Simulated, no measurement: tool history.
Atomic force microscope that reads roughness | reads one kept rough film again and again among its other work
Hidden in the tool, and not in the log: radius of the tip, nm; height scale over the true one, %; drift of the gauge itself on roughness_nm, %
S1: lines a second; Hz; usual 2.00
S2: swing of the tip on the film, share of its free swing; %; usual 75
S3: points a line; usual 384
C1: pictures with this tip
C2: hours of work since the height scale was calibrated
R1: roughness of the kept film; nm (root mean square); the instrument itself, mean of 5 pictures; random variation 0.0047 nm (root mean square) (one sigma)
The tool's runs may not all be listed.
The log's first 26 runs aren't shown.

| run | hour | S1 | S2 | S3 | C1 | C2 | R1 |
|---|---|---|---|---|---|---|---|
| 27 | 394.5 | 3.10 | 75 | 478 | 213 | 22 | 0.558 |
| 28 | 410.9 | 2.00 | 67 | 551 | 247 | 33 | 0.609 |
| 29 | 420.1 | 1.02 | 83 | 515 | 267 | 39 | 0.590 |
|  | 428.7 | new tip fitted |
| 30 | 437.8 | 1.02 | 83 | 515 | 18 | 51 | 0.649 |
| 31 | 450.1 | 2.00 | 58 | 384 | 44 | 59 | 0.671 |
| 32 | 466.6 | 3.79 | 75 | 971 | 79 | 70 | 0.577 |
| 33 | 487.4 | 2.44 | 82 | 293 | 122 | 84 | 0.544 |
| 34 | 499.7 | 3.67 | 58 | 443 | 148 | 92 | 0.624 |
| 35 | 511.2 | 1.92 | 61 | 345 | 172 | 99 | 0.640 |
| 36 | 530.2 | 1.92 | 61 | 345 | 212 | 112 | 0.629 |
| 37 | 542.4 | 1.92 | 67 | 960 | 237 | 120 | 0.625 |
| 38 | 555.5 | 1.29 | 67 | 960 | 264 | 129 | 0.629 |
|  | 563.2 | new tip fitted |
| 39 | 571.4 | 2.00 | 73 | 679 | 17 | 139 | 0.638 |
| 40 | 585.7 | 1.09 | 75 | 257 | 46 | 148 | 0.645 |
| 41 | 606.6 | 0.62 | 70 | 257 | 90 | 162 | 0.660 |
| 42 | 620.8 | 0.62 | 70 | 257 | 120 | 172 | 0.642 |
| 43 | 630.4 | 1.72 | 70 | 789 | 140 | 178 | 0.628 |
| 44 | 646.6 | 1.24 | 75 | 922 | 174 | 189 | 0.629 |
| 45 | 663.3 | 1.24 | 75 | 922 | 208 | 200 | 0.627 |
| 46 | 675.0 | 2.36 | 75 | 384 | 233 | 207 | 0.571 |
| 47 | 693.2 | 2.36 | 75 | 384 | 271 | 219 | 0.566 |
|  | 697.8 | new tip fitted |
| 48 | 711.5 | 2.00 | 75 | 549 | 28 | 231 | 0.628 |
| 49 | 731.1 | 1.35 | 76 | 337 | 69 | 244 | 0.631 |
| 50 | 745.2 | 1.35 | 76 | 337 | 99 | 253 | 0.627 |
| 51 | 754.4 | 0.85 | 73 | 1019 | 118 | 260 | 0.657 |

4 ways to go on from here, each from the tool as it stands after run 51. What would each give?
| A | 770.2 | 0.85 | 73 | 658 | 151 | 270 | ? |
| B | 770.2 | 0.52 | 57 | 384 | 151 | 270 | ? |
| C | 770.2 | 1.73 | 73 | 1019 | 151 | 270 | ? |
| D | 770.2 | 1.40 | 57 | 384 | 151 | 270 | ? |

| run | R1 |
|---|---|
| A | 0.655 |
| B | 0.672 |
| C | 0.628 |
| D | 0.655 |
Without the tool's hidden state the same runs would have given:
| run | R1 |
|---|---|
| A | 0.686 |
| B | 0.704 |
| C | 0.658 |
| D | 0.686 |

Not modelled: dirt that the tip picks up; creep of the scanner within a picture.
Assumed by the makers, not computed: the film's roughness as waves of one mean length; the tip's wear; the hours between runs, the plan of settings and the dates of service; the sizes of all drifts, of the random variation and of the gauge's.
